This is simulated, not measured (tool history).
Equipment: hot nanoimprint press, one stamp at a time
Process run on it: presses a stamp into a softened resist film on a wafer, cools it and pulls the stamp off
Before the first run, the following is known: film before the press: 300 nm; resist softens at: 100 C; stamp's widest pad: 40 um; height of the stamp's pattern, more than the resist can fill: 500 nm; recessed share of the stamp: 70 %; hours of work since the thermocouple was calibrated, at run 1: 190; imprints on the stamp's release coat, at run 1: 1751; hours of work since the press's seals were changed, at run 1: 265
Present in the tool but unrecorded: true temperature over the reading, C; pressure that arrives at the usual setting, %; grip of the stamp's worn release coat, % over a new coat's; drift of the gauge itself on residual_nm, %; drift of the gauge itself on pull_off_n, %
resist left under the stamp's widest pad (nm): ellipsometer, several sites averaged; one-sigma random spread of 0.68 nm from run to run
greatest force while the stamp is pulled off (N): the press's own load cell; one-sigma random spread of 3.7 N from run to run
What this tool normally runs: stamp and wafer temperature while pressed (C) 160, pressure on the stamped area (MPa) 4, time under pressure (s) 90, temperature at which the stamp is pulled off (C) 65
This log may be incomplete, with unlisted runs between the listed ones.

| run | hour | stamp and wafer temperature while pressed (C) | pressure on the stamped area (MPa) | time under pressure (s) | temperature at which the stamp is pulled off (C) | hours of work since the thermocouple was calibrated | imprints on the stamp's release coat | hours of work since the press's seals were changed | resist left under the stamp's widest pad (nm) | greatest force while the stamp is pulled off (N) |
|---|---|---|---|---|---|---|---|---|---|---|
| 1 | 0 | 160 | 4 | 90 | 65 | 190 | 1751 | 265 | 133.4 | 255 |
| 2 | 8.3 | 160 | 4 | 90 | 65 | 193 | 1766 | 269 | 132.9 | 266 |
| 3 | 18.9 | 160 | 4 | 90 | 71 | 198 | 1785 | 273 | 132.8 | 221 |
| 4 | 27.9 | 167 | 4 | 90 | 71 | 202 | 1801 | 277 | 92.9 | 232 |
| 5 | 37 | 167 | 4 | 90 | 71 | 206 | 1818 | 281 | 92.2 | 217 |
| 6 | 48.9 | 167 | 4 | 90 | 71 | 211 | 1839 | 287 | 92.6 | 223 |
| 7 | 55.8 | 167 | 4 | 90 | 71 | 214 | 1852 | 290 | 91.8 | 223 |
| 8 | 64 | 167 | 4 | 90 | 71 | 218 | 1867 | 293 | 93 | 218 |
| 9 | 79.6 | 167 | 4 | 90 | 71 | 225 | 1895 | 300 | 92 | 228 |
| 10 | 94.3 | 167 | 4 | 90 | 71 | 231 | 1922 | 306 | 92.1 | 232 |
| 11 | 103.7 | 167 | 4 | 90 | 71 | 235 | 1939 | 310 | 91.8 | 223 |
| 12 | 118.6 | 160 | 4 | 90 | 61 | 242 | 1966 | 317 | 132 | 305 |
| 13 | 129 | 160 | 4 | 90 | 61 | 246 | 1985 | 322 | 131.9 | 296 |
| 14 | 140.7 | 166 | 4 | 90 | 61 | 251 | 2006 | 327 | 96 | 302 |
| 15 | 156.4 | 166 | 4 | 90 | 61 | 258 | 2035 | 333 | 97 | 295 |
| 16 | 163.1 | 153 | 4 | 83 | 65 | 261 | 2047 | 336 | 188.5 | 271 |
| 17 | 173.1 | 169 | 4 | 90 | 65 | 265 | 2065 | 341 | 83.4 | 267 |
| 18 | 185.1 | 170 | 4 | 90 | 65 | 271 | 2087 | 346 | 78 | 277 |
| 19 | 195.4 | 153 | 4 | 90 | 60 | 275 | 2105 | 350 | 183.7 | 313 |
| 20 | 207.6 | 153 | 4 | 90 | 60 | 280 | 2127 | 356 | 184.7 | 314 |
| 21 | 223 | 153 | 4 | 90 | 60 | 287 | 2155 | 363 | 184.9 | 305 |
| 22 | 231.4 | 153 | 4 | 90 | 60 | 291 | 2171 | 366 | 184.7 | 316 |
| 23 | 237.8 | 160 | 4.59 | 103 | 51 | 294 | 2182 | 369 | 115.7 | 374 |
| 24 | 247 | 160 | 3.13 | 84 | 51 | 298 | 2199 | 373 | 151.6 | 373 |
| 25 | 256.7 | 160 | 3.13 | 84 | 51 | 302 | 2216 | 377 | 151.1 | 374 |
| 26 | 266.2 | 160 | 3.13 | 84 | 51 | 306 | 2234 | 381 | 150.9 | 387 |
| 27 | 275.4 | 161 | 3.13 | 98 | 51 | 310 | 2250 | 385 | 136.3 | 380 |
| 28 | 281.9 | 161 | 3.13 | 140 | 60 | 313 | 2262 | 388 | 120 | 316 |
| 29 | 288.9 | 163 | 2.49 | 90 | 65 | 316 | 2275 | 391 | 141.9 | 292 |

Each row is a separate what-if for the run after 29, all from the same tool condition, not one after another. Results?
| A | 300.9 | 158 | 2.49 | 60 | 65 | 321 | 2297 | 396 | ? | ? |
| B | 300.9 | 150 | 2.49 | 47 | 65 | 321 | 2297 | 396 | ? | ? |
| C | 300.9 | 165 | 4 | 90 | 55 | 321 | 2297 | 396 | ? | ? |
| D | 300.9 | 163 | 4.38 | 124 | 60 | 321 | 2297 | 396 | ? | ? |

| run | resist left under the stamp's widest pad (nm) | greatest force while the stamp is pulled off (N) |
|---|---|---|
| A | 201 | 287 |
| B | 263.1 | 287 |
| C | 101.1 | 361 |
| D | 93.2 | 326 |
The same runs, with their run-to-run variation unchanged, on a tool lacking any hidden condition would have given:
| run | resist left under the stamp's widest pad (nm) | greatest force while the stamp is pulled off (N) |
|---|---|---|
| A | 208 | 179 |
| B | 267.5 | 179 |
| C | 105.8 | 224 |
| D | 97.6 | 203 |
